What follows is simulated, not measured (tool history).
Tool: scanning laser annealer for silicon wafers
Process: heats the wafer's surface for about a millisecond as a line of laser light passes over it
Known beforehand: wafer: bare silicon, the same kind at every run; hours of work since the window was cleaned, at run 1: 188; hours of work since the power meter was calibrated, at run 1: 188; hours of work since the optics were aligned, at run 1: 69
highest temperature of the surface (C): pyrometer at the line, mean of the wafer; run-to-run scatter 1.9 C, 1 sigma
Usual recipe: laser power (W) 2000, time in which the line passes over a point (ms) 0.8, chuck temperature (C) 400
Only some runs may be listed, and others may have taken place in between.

run,hour,laser power (W),time in which the line passes over a point (ms),chuck temperature (C),hours of work since the window was cleaned,hours of work since the power meter was calibrated,hours of work since the optics were aligned,highest temperature of the surface (C)
1,0,2000,0.8,400,188,188,69,1192
2,75.1,2000,0.8,400,221,221,102,1189
3,134.8,1897,0.8,400,248,248,129,1144
4,197.6,1897,0.8,400,276,276,157,1144
5,267.4,2000,0.8,400,307,307,188,1191
6,338,2000,0.8,400,338,338,219,1193
7,372.4,2000,0.8,400,353,353,234,1195
8,430.4,2000,0.8,400,379,379,260,1190
9,484.2,2000,0.8,400,403,403,284,1193
10,536.9,2000,0.8,400,426,426,307,1192
11,616.9,2000,0.8,400,462,462,343,1188
12,677.2,2026,0.8,400,488,488,369,1207
13,755.4,2026,0.8,400,523,523,404,1207
# hour 823.7: window over the wafer cleaned
14,835.2,2026,0.8,400,5,557,439,1203
15,888.2,2060,0.8,400,29,581,462,1224
16,964.2,2060,0.8,400,62,615,496,1222
17,1003,2000,0.819,394,79,632,513,1198
18,1082.4,2000,0.819,394,115,667,548,1197
19,1141.6,1905,0.8,414,141,693,574,1166
20,1193.1,2000,0.787,425,164,716,597,1210
21,1239.5,1962,0.977,400,184,737,618,1272
22,1290.6,1962,0.977,400,207,759,640,1270
23,1348.1,1809,0.704,400,232,785,666,1053
24,1427.5,2175,0.581,400,268,820,701,1125
25,1463.9,2175,0.581,400,284,836,717,1126
26,1504.6,1782,0.799,410,302,854,735,1101
27,1549.4,1904,0.799,420,322,874,755,1169

4 options for the next run, each taken on its own from the tool as it stands now. Forecast them:
A,1608.5,2112,0.799,434,348,900,781,?
B,1608.5,1803,0.811,430,348,900,781,?
C,1608.5,2096,0.784,404,348,900,781,?
D,1608.5,1823,0.799,420,348,900,781,?

run,highest temperature of the surface (C)
A,1280
B,1135
C,1232
D,1128
Take away the tool's hidden state, keep each run's random variation, and the runs would have read:
run,highest temperature of the surface (C)
A,1280
B,1135
C,1232
D,1128

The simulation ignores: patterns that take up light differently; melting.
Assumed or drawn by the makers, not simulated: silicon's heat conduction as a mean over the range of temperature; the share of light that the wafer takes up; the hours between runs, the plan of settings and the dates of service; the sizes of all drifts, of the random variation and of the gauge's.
